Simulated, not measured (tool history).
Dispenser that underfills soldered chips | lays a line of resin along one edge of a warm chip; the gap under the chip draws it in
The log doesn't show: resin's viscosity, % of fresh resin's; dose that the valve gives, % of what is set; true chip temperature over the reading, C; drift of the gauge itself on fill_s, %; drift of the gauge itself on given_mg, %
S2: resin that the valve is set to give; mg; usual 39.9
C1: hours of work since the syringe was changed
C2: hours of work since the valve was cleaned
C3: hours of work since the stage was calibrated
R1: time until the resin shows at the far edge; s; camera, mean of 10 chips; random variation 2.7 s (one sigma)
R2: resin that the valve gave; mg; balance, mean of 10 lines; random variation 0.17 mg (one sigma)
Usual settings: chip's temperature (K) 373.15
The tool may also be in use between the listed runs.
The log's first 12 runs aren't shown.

At day 1.929: new syringe of resin.
Run 13, day 2.033: usual settings; C1 2; C2 53; C3 169. Result: R1 301.2 s, R2 38.88 mg.
Run 14, day 2.279: usual settings; C1 6; C2 57; C3 173. Result: R1 400.8 s, R2 38.37 mg.
At day 2.338: new syringe of resin.
Run 15, day 2.488: usual settings; C1 2; C2 61; C3 176. Result: R1 311.1 s, R2 38.22 mg.
Run 16, day 2.667: usual settings; C1 5; C2 64; C3 179. Result: R1 392.1 s, R2 38.23 mg.
At day 2.746: new syringe of resin.
Run 17, day 2.825: usual settings; C1 1; C2 66; C3 181. Result: R1 284.9 s, R2 37.81 mg.
Run 18, day 2.929: usual settings but S2 35 mg; C1 3; C2 68; C3 183. Result: R1 341.1 s, R2 33.35 mg.
Run 19, day 3.121: usual settings; C1 6; C2 71; C3 186. Result: R1 410.4 s, R2 37.84 mg.
At day 3.146: new syringe of resin.
Run 20, day 3.296: usual settings; C1 3; C2 74; C3 189. Result: R1 314.8 s, R2 37.75 mg.
Run 21, day 3.408: usual settings but chip's temperature (K) 362.15, S2 39.8 mg; C1 4; C2 76; C3 191. Result: R1 598.5 s, R2 37.75 mg.
At day 3.558: new syringe of resin.
Run 22, day 3.562: usual settings but chip's temperature (K) 372.15, S2 51.2 mg; C1 0; C2 78; C3 193. Result: R1 272 s, R2 48.24 mg.
Run 23, day 3.762: usual settings but chip's temperature (K) 360.15, S2 43 mg; C1 3; C2 81; C3 196. Result: R1 622.6 s, R2 40.63 mg.
Run 24, day 3.862: usual settings but chip's temperature (K) 360.15, S2 43 mg; C1 5; C2 83; C3 198. Result: R1 692.5 s, R2 40.63 mg.
At day 3.967: new syringe of resin.
Run 25, day 4.062: usual settings but chip's temperature (K) 360.15, S2 43 mg; C1 2; C2 86; C3 201. Result: R1 530.3 s, R2 40.18 mg.
Run 26, day 4.242: usual settings but chip's temperature (K) 364.15, S2 47.6 mg; C1 5; C2 89; C3 204. Result: R1 528.5 s, R2 44.31 mg.
At day 4.371: new syringe of resin.
Run 27, day 4.462: usual settings but chip's temperature (K) 364.15, S2 47.6 mg; C1 1; C2 92; C3 208. Result: R1 430.9 s, R2 44.58 mg.
Run 28, day 4.608: usual settings but chip's temperature (K) 364.15, S2 47.6 mg; C1 4; C2 95; C3 210. Result: R1 512.1 s, R2 44.19 mg.
At day 4.779: new syringe of resin.
Run 29, day 4.838: usual settings but chip's temperature (K) 364.15, S2 47.6 mg; C1 1; C2 98; C3 214. Result: R1 410.4 s, R2 44.23 mg.
Run 30, day 5.079: usual settings but chip's temperature (K) 364.15, S2 47.6 mg; C1 5; C2 102; C3 218. Result: R1 557.5 s, R2 44.36 mg.
At day 5.179: new syringe of resin.
Run 31, day 5.288: usual settings but chip's temperature (K) 364.15, S2 47.6 mg; C1 2; C2 106; C3 221. Result: R1 430.5 s, R2 43.74 mg.
Run 32, day 5.492: usual settings but chip's temperature (K) 361.15, S2 47.3 mg; C1 5; C2 109; C3 224. Result: R1 655.6 s, R2 43.68 mg.
At day 5.579: new syringe of resin.
Run 33, day 5.646: usual settings but chip's temperature (K) 361.15, S2 47.3 mg; C1 1; C2 111; C3 227. Result: R1 476.1 s, R2 43.49 mg.
Run 34, day 5.833: usual settings but chip's temperature (K) 361.15, S2 47.3 mg; C1 4; C2 114; C3 230. Result: R1 600.1 s, R2 43.37 mg.
At day 5.988: new syringe of resin.
Run 35, day 6.054: usual settings but chip's temperature (K) 382.15, S2 47.6 mg; C1 1; C2 118; C3 233. Result: R1 179.8 s, R2 43.33 mg.
Run 36, day 6.188: usual settings but chip's temperature (K) 377.15, S2 47.6 mg; C1 3; C2 120; C3 235. Result: R1 269.7 s, R2 43.35 mg.
Run 37, day 6.312: usual settings but chip's temperature (K) 371.15, S2 51.5 mg; C1 5; C2 122; C3 237. Result: R1 404.2 s, R2 47.41 mg.

Forecast each of these 3 alternatives for the next run:
At day 6.388: new syringe of resin.
Run A, day 6.471: usual settings but chip's temperature (K) 382.15, S2 47.1 mg; C1 1; C2 124; C3 240. Result: R1 ?, R2 ?.
At day 6.388: new syringe of resin.
Run B, day 6.471: usual settings but chip's temperature (K) 367.15; C1 1; C2 124; C3 240. Result: R1 ?, R2 ?.
At day 6.388: new syringe of resin.
Run C, day 6.471: usual settings but chip's temperature (K) 382.15, S2 34.8 mg; C1 1; C2 124; C3 240. Result: R1 ?, R2 ?.

run     R1     R2
  A    194  42.93
  B  399.8  36.37
  C  209.4  31.78
Without the tool's hidden state the same runs would have given:
run     R1     R2
  A  174.1  47.22
  B  355.8     40
  C  183.3  34.96

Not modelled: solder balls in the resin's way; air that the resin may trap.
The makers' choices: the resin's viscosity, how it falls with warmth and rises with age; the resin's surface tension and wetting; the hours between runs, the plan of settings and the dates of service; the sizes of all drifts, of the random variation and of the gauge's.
